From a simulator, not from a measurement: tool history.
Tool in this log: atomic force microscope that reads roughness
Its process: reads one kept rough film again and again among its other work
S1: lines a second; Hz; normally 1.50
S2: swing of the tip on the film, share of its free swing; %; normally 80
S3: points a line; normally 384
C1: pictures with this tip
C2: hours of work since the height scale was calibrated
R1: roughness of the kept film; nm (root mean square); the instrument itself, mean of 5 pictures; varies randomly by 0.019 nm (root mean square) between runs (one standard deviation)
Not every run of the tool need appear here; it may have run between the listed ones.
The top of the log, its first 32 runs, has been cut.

| run | hour | S1 | S2 | S3 | C1 | C2 | R1 |
|---|---|---|---|---|---|---|---|
| 33 | 259.2 | 2.14 | 80 | 306 | 35 | 476 | 4.359 |
| 34 | 269.6 | 2.14 | 80 | 306 | 57 | 483 | 4.373 |
|  | 276.8 | new tip fitted |
| 35 | 280.2 | 2.14 | 80 | 306 | 7 | 490 | 4.327 |
| 36 | 289.9 | 2.14 | 80 | 306 | 28 | 496 | 4.337 |
| 37 | 296.6 | 2.04 | 81 | 275 | 42 | 501 | 4.304 |
| 38 | 307.6 | 2.04 | 81 | 275 | 66 | 508 | 4.346 |
|  | 310.2 | new tip fitted |
| 39 | 312.7 | 2.04 | 81 | 275 | 5 | 511 | 4.371 |
| 40 | 322.9 | 2.04 | 81 | 275 | 27 | 518 | 4.341 |
| 41 | 332.4 | 1.54 | 81 | 275 | 47 | 525 | 4.510 |
| 42 | 340.6 | 0.75 | 69 | 440 | 65 | 530 | 4.928 |
|  | 343.8 | new tip fitted |
| 43 | 345.7 | 1.73 | 86 | 722 | 4 | 534 | 4.314 |
| 44 | 353.5 | 1.12 | 86 | 717 | 20 | 539 | 4.547 |
| 45 | 358.6 | 1.12 | 86 | 717 | 31 | 542 | 4.535 |
| 46 | 365.5 | 0.75 | 64 | 516 | 46 | 547 | 5.003 |
| 47 | 371.0 | 0.74 | 56 | 256 | 58 | 551 | 5.021 |
|  | 377.2 | new tip fitted |
| 48 | 382.5 | 0.66 | 84 | 527 | 11 | 558 | 4.792 |
| 49 | 387.8 | 2.46 | 90 | 527 | 22 | 562 | 3.868 |
| 50 | 396.3 | 2.46 | 56 | 844 | 40 | 568 | 4.913 |
| 51 | 401.2 | 2.81 | 56 | 279 | 51 | 571 | 4.819 |
|  | 411.2 | new tip fitted |
| 52 | 411.5 | 2.81 | 56 | 279 | 1 | 578 | 4.821 |
| 53 | 419.7 | 0.82 | 80 | 263 | 18 | 583 | 4.784 |

Here are 4 independent what-if runs from the current tool condition. What would each one return?
| A | 428.4 | 3.16 | 68 | 505 | 37 | 589 | ? |
| B | 428.4 | 3.41 | 80 | 384 | 37 | 589 | ? |
| C | 428.4 | 2.63 | 73 | 263 | 37 | 589 | ? |
| D | 428.4 | 2.73 | 86 | 282 | 37 | 589 | ? |

| run | R1 |
|---|---|
| A | 4.545 |
| B | 4.010 |
| C | 4.449 |
| D | 3.927 |
Stripped of hidden state, with their random variation kept, the same runs would have yielded:
| run | R1 |
|---|---|
| A | 4.548 |
| B | 4.012 |
| C | 4.452 |
| D | 3.929 |

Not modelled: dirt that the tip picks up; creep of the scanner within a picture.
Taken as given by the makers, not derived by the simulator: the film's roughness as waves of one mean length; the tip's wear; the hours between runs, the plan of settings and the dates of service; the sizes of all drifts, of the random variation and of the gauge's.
